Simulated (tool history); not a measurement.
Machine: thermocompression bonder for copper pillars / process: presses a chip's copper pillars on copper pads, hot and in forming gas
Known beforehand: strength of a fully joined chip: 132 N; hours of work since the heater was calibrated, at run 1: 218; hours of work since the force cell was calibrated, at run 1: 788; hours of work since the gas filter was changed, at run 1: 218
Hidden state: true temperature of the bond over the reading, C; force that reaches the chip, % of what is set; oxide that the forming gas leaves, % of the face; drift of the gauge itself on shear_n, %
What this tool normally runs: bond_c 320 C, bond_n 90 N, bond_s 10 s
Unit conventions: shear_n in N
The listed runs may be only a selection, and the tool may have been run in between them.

| run | day | bond_c | bond_n | bond_s | hours of work since the heater was calibrated | hours of work since the force cell was calibrated | hours of work since the gas filter was changed | shear_n |
|---|---|---|---|---|---|---|---|---|
| 1 | 0 | 320 | 90 | 10 | 218 | 788 | 218 | 66.3 |
| 2 | 0.804 | 320 | 66 | 10 | 234 | 803 | 234 | 58.1 |
| 3 | 1.433 | 320 | 66 | 10 | 246 | 815 | 246 | 57.8 |
| 4 | 2.254 | 320 | 126 | 10 | 261 | 831 | 261 | 75 |
| 5 | 2.838 | 320 | 126 | 10 | 273 | 842 | 273 | 75.1 |
| 6 | 3.55 | 320 | 90 | 25 | 286 | 856 | 286 | 86.4 |
| 7 | 4.112 | 320 | 90 | 10 | 297 | 867 | 297 | 65.5 |
| 8 | 5.017 | 320 | 64 | 10 | 314 | 884 | 314 | 56.9 |
| 9 | 5.496 | 320 | 64 | 10 | 323 | 893 | 323 | 55.9 |
|  | 5.6 | force cell calibrated |
| 10 | 6.45 | 320 | 85 | 10 | 340 | 16 | 340 | 64.4 |
| 11 | 6.925 | 320 | 74 | 12 | 349 | 25 | 349 | 63.3 |

What will run 12 give?
| 12 | 7.925 | 320 | 67 | 24 | 368 | 44 | 368 | ? |

{"run 12": {"shear_n": 75.6}}
With the hidden condition absent and the run-to-run variation left alone, this run would have shown shear_n 79.4 N.
